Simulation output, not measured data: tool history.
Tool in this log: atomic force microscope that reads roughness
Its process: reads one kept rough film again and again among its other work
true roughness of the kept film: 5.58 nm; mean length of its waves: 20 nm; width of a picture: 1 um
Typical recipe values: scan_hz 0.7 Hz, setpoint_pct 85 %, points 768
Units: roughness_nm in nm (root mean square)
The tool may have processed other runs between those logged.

run 1 hour=0 | scan_hz=0.7 setpoint_pct=85 points=768 | roughness_nm=2.676
run 2 hour=23.9 | scan_hz=0.7 setpoint_pct=85 points=768 | roughness_nm=2.512
run 3 hour=45.8 | scan_hz=0.7 setpoint_pct=85 points=768 | roughness_nm=2.368
run 4 hour=83.1 | scan_hz=0.7 setpoint_pct=85 points=768 | roughness_nm=2.112
run 5 hour=110 | scan_hz=0.7 setpoint_pct=85 points=768 | roughness_nm=1.969
run 6 hour=125.2 | scan_hz=0.7 setpoint_pct=85 points=768 | roughness_nm=1.903
-- hour=138.6 new tip fitted
run 7 hour=142.8 | scan_hz=0.7 setpoint_pct=85 points=768 | roughness_nm=3.287
run 8 hour=161.6 | scan_hz=0.7 setpoint_pct=85 points=768 | roughness_nm=3.055
run 9 hour=181.8 | scan_hz=0.7 setpoint_pct=85 points=803 | roughness_nm=2.847
run 10 hour=210.6 | scan_hz=0.7 setpoint_pct=85 points=803 | roughness_nm=2.593
run 11 hour=239.2 | scan_hz=0.7 setpoint_pct=85 points=591 | roughness_nm=2.369
run 12 hour=257.6 | scan_hz=0.7 setpoint_pct=85 points=591 | roughness_nm=2.263
run 13 hour=283.9 | scan_hz=0.7 setpoint_pct=85 points=591 | roughness_nm=2.131
run 14 hour=313.6 | scan_hz=0.7 setpoint_pct=85 points=591 | roughness_nm=1.987
run 15 hour=335.5 | scan_hz=0.896 setpoint_pct=85 points=768 | roughness_nm=1.871
-- hour=350.3 new tip fitted
run 16 hour=368.5 | scan_hz=0.673 setpoint_pct=85 points=768 | roughness_nm=3.033
run 17 hour=390.7 | scan_hz=0.673 setpoint_pct=85 points=768 | roughness_nm=2.81
run 18 hour=413.9 | scan_hz=0.673 setpoint_pct=85 points=768 | roughness_nm=2.605
run 19 hour=446.8 | scan_hz=3.164 setpoint_pct=66 points=326 | roughness_nm=2.295
run 20 hour=467.7 | scan_hz=3.164 setpoint_pct=66 points=326 | roughness_nm=2.145
run 21 hour=504.8 | scan_hz=2.754 setpoint_pct=89 points=768 | roughness_nm=1.796
run 22 hour=528.1 | scan_hz=0.88 setpoint_pct=83 points=955 | roughness_nm=1.908
-- hour=560.4 new tip fitted
run 23 hour=560.4 | scan_hz=0.88 setpoint_pct=83 points=955 | roughness_nm=3.398
run 24 hour=593.1 | scan_hz=2.883 setpoint_pct=87 points=768 | roughness_nm=2.71
run 25 hour=623 | scan_hz=0.545 setpoint_pct=81 points=768 | roughness_nm=2.735
run 26 hour=647.5 | scan_hz=0.704 setpoint_pct=86 points=768 | roughness_nm=2.487
run 27 hour=680.3 | scan_hz=0.947 setpoint_pct=85 points=598 | roughness_nm=2.219
run 28 hour=714.3 | scan_hz=0.947 setpoint_pct=85 points=598 | roughness_nm=2.028
run 29 hour=746.8 | scan_hz=0.947 setpoint_pct=85 points=598 | roughness_nm=1.886
-- hour=769.4 new tip fitted
run 30 hour=772.7 | scan_hz=0.947 setpoint_pct=85 points=598 | roughness_nm=3.34
run 31 hour=808 | scan_hz=2.738 setpoint_pct=56 points=442 | roughness_nm=2.969
run 32 hour=838.3 | scan_hz=3.255 setpoint_pct=65 points=768 | roughness_nm=2.642
run 33 hour=862.7 | scan_hz=3.255 setpoint_pct=66 points=362 | roughness_nm=2.374
run 34 hour=897.3 | scan_hz=3.617 setpoint_pct=77 points=287 | roughness_nm=2.029
run 35 hour=931.8 | scan_hz=1.388 setpoint_pct=66 points=680 | roughness_nm=2.065
run 36 hour=950.4 | scan_hz=1.254 setpoint_pct=56 points=848 | roughness_nm=1.996

Forecast each of these 3 alternatives for the next run:
run A hour=973 | scan_hz=0.7 setpoint_pct=55 points=768 | roughness_nm=?
run B hour=973 | scan_hz=1.254 setpoint_pct=59 points=848 | roughness_nm=?
run C hour=973 | scan_hz=0.739 setpoint_pct=66 points=768 | roughness_nm=?

run=A roughness_nm=1.922
run=B roughness_nm=1.887
run=C roughness_nm=1.895
Without the tool's unlogged condition, the same runs would have read:
run=A roughness_nm=3.587
run=B roughness_nm=3.526
run=C roughness_nm=3.538
